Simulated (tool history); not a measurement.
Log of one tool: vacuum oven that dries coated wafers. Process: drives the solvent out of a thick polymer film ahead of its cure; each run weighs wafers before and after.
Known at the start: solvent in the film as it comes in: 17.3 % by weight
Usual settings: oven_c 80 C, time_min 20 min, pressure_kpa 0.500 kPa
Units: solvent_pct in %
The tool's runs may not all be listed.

run 1 hour=0.0 | oven_c=80 time_min=20 pressure_kpa=0.500 | solvent_pct=4.41
run 2 hour=12.5 | oven_c=80 time_min=20 pressure_kpa=0.500 | solvent_pct=4.38
run 3 hour=21.7 | oven_c=80 time_min=20 pressure_kpa=0.500 | solvent_pct=4.36
run 4 hour=31.3 | oven_c=80 time_min=20 pressure_kpa=0.500 | solvent_pct=4.44
run 5 hour=43.7 | oven_c=80 time_min=20 pressure_kpa=0.500 | solvent_pct=4.34
run 6 hour=57.1 | oven_c=80 time_min=20 pressure_kpa=0.500 | solvent_pct=4.50
run 7 hour=63.1 | oven_c=74 time_min=20 pressure_kpa=0.600 | solvent_pct=7.12
run 8 hour=71.2 | oven_c=66 time_min=14 pressure_kpa=0.500 | solvent_pct=11.13
run 9 hour=81.4 | oven_c=66 time_min=14 pressure_kpa=0.500 | solvent_pct=10.90
run 10 hour=88.4 | oven_c=66 time_min=14 pressure_kpa=0.500 | solvent_pct=11.20
run 11 hour=101.1 | oven_c=66 time_min=14 pressure_kpa=0.500 | solvent_pct=10.92

Not shown: 1 entry that the log had between the listed runs. Between which runs, and how does the tool's hidden state differ before and after?
Between runs 5 and 6: oven's thermocouples calibrated (hour 46.3)
  true wafer temperature over the reading, C: -1.58 -> -1.85; true pressure over the reading, kPa: 0.037 -> 0.039
  measured less the result without the state, solvent_pct: +0.61 -> +0.71 %

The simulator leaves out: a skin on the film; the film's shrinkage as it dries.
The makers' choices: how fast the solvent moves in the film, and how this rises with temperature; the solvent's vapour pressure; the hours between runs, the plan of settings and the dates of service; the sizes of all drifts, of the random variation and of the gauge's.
